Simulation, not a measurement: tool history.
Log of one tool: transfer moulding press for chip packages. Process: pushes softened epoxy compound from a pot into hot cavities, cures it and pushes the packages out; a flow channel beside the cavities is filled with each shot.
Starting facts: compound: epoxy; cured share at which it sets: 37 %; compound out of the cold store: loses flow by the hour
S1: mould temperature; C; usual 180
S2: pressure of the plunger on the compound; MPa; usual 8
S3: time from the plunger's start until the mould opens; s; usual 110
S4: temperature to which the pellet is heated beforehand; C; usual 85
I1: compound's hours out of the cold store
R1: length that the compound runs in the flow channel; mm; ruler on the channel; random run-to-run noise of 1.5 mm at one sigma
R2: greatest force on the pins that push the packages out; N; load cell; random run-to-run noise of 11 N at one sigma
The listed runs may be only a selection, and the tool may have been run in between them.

run 1 day=0 | S1=180 S2=8 S3=110 S4=85 | I1=29.8 | R1=548 R2=710
-- day=1.404 cavities cleaned with cleaning compound and waxed
run 2 day=1.933 | S1=180 S2=6.61 S3=110 S4=85 | I1=41.3 | R1=475 R2=580
run 3 day=3.833 | S1=180 S2=6.61 S3=110 S4=85 | I1=35.3 | R1=484 R2=745
-- day=4.879 cavities cleaned with cleaning compound and waxed
run 4 day=5.5 | S1=180 S2=8 S3=110 S4=80 | I1=18 | R1=562 R2=603
run 5 day=7.217 | S1=180 S2=8 S3=110 S4=80 | I1=41 | R1=518 R2=751
-- day=8.429 cavities cleaned with cleaning compound and waxed
run 6 day=8.633 | S1=180 S2=8 S3=110 S4=76 | I1=10.1 | R1=581 R2=588
run 7 day=9.746 | S1=180 S2=8 S3=143 S4=85 | I1=16.1 | R1=565 R2=545
-- day=10.029 plunger's sealing rings changed
run 8 day=11.162 | S1=180 S2=6.8 S3=110 S4=85 | I1=41.8 | R1=489 R2=747
-- day=12.1 cavities cleaned with cleaning compound and waxed
run 9 day=13.092 | S1=180 S2=8 S3=110 S4=85 | I1=8.2 | R1=602 R2=672
-- day=14.017 mould's thermocouples calibrated
run 10 day=15.183 | S1=180 S2=8 S3=110 S4=85 | I1=41.6 | R1=526 R2=749
-- day=15.608 cavities cleaned with cleaning compound and waxed
run 11 day=16.779 | S1=180 S2=8 S3=110 S4=77 | I1=41.9 | R1=524 R2=655
run 12 day=17.779 | S1=180 S2=8 S3=147 S4=85 | I1=30.7 | R1=546 R2=580
-- day=19.083 cavities cleaned with cleaning compound and waxed
run 13 day=19.675 | S1=180 S2=8 S3=110 S4=85 | I1=8.8 | R1=593 R2=635
run 14 day=21 | S1=180 S2=8 S3=110 S4=85 | I1=15.5 | R1=576 R2=737
-- day=22.6 cavities cleaned with cleaning compound and waxed
run 15 day=22.979 | S1=185 S2=8 S3=110 S4=89 | I1=9.6 | R1=570 R2=501
run 16 day=24.217 | S1=186 S2=7.83 S3=144 S4=89 | I1=34.7 | R1=506 R2=567
run 17 day=25.562 | S1=186 S2=7.83 S3=144 S4=89 | I1=22 | R1=529 R2=627
-- day=26.158 cavities cleaned with cleaning compound and waxed
run 18 day=27.012 | S1=186 S2=7.83 S3=144 S4=89 | I1=45.8 | R1=483 R2=480
-- day=28.162 plunger's sealing rings changed
run 19 day=28.688 | S1=187 S2=8 S3=102 S4=85 | I1=22.8 | R1=548 R2=630
-- day=29.738 cavities cleaned with cleaning compound and waxed
run 20 day=30.071 | S1=187 S2=8.82 S3=119 S4=85 | I1=13.8 | R1=594 R2=455
run 21 day=31.012 | S1=187 S2=8.82 S3=119 S4=86 | I1=29.9 | R1=557 R2=505
run 22 day=32.683 | S1=187 S2=8.82 S3=119 S4=86 | I1=38.5 | R1=538 R2=619
-- day=33.179 cavities cleaned with cleaning compound and waxed
run 23 day=34.746 | S1=187 S2=8.82 S3=119 S4=86 | I1=40.2 | R1=533 R2=538
-- day=36.667 cavities cleaned with cleaning compound and waxed
run 24 day=36.7 | S1=187 S2=8.82 S3=119 S4=86 | I1=39.4 | R1=531 R2=431
run 25 day=37.688 | S1=181 S2=8.56 S3=138 S4=77 | I1=45.1 | R1=528 R2=533
run 26 day=38.567 | S1=175 S2=6.92 S3=139 S4=92 | I1=14.5 | R1=551 R2=664
run 27 day=39.454 | S1=180 S2=6.94 S3=102 S4=77 | I1=9.9 | R1=546 R2=933

Each row is a separate what-if for the run after 27, all from the same tool condition, not one after another. Results?
-- day=40.192 cavities cleaned with cleaning compound and waxed
run A day=41.362 | S1=177 S2=6.94 S3=102 S4=77 | I1=13.4 | R1=? R2=?
-- day=40.192 cavities cleaned with cleaning compound and waxed
run B day=41.362 | S1=180 S2=7.09 S3=102 S4=85 | I1=13.7 | R1=? R2=?
-- day=40.192 cavities cleaned with cleaning compound and waxed
run C day=41.362 | S1=180 S2=7.51 S3=129 S4=79 | I1=33.6 | R1=? R2=?
-- day=40.192 cavities cleaned with cleaning compound and waxed
run D day=41.362 | S1=180 S2=6.94 S3=129 S4=91 | I1=38.5 | R1=? R2=?

run=A R1=544 R2=1015
run=B R1=540 R2=749
run=C R1=517 R2=566
run=D R1=486 R2=562
With the hidden condition removed and each run's random variation left untouched, the same runs would have given:
run=A R1=561 R2=769
run=B R1=557 R2=571
run=C R1=534 R2=442
run=D R1=501 R2=440

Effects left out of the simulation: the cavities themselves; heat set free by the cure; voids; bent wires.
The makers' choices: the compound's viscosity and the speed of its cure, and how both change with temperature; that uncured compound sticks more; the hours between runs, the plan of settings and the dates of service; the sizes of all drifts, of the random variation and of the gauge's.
